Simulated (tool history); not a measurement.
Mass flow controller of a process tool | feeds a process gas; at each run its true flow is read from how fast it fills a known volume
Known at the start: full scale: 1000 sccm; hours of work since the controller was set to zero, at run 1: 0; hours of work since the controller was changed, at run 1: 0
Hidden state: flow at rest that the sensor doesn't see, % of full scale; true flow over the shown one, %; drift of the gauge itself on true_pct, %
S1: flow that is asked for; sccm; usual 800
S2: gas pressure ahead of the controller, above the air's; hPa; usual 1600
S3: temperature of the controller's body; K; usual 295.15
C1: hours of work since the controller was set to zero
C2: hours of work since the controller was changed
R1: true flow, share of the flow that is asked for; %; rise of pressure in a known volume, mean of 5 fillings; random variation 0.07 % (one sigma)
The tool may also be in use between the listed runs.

run	hour	S1	S2	S3	C1	C2	R1
1	0	800	1600	295.15	0	0	98.93
2	449.2	800	1600	295.15	165	165	98.9
3	697.6	800	1600	295.15	257	257	98.73
4	1142.6	800	1600	295.15	421	421	98.8
5	1536.8	523	1600	295.15	566	566	97.71
6	1788	523	1600	301.15	658	658	98.3
7	2091.2	523	1600	301.15	770	770	98.24
8	2489.9	800	1600	295.15	916	916	98.46
9	2873.9	800	1600	295.15	1058	1058	98.57
# hour 2914.6: controller's zero set anew
10	3149.7	160	2320	301.15	87	1159	96.04
11	3443.2	632	2320	303.15	195	1267	98.81
12	3666.6	632	2320	303.15	277	1349	98.81
13	3888.8	121	2720	306.15	359	1431	95.57
14	4410.5	121	2720	306.15	551	1623	95.36
# hour 4479.7: controller's zero set anew, once more
15	4785.9	150	1790	295.15	113	1761	96.69
16	5100.6	800	2130	295.15	229	1877	98.95
17	5465.7	800	2130	295.15	363	2011	98.83
18	5929.3	800	1600	300.15	534	2182	98.65

The same runs without the tool's hidden state, with the same run-to-run variation:
run	R1
1	98.94
2	98.97
3	98.84
4	98.97
5	98.01
6	98.64
7	98.63
8	98.82
9	98.99
10	98.16
11	99.55
12	99.59
13	98.68
14	98.74
15	97.26
16	99.37
17	99.31
18	99.19
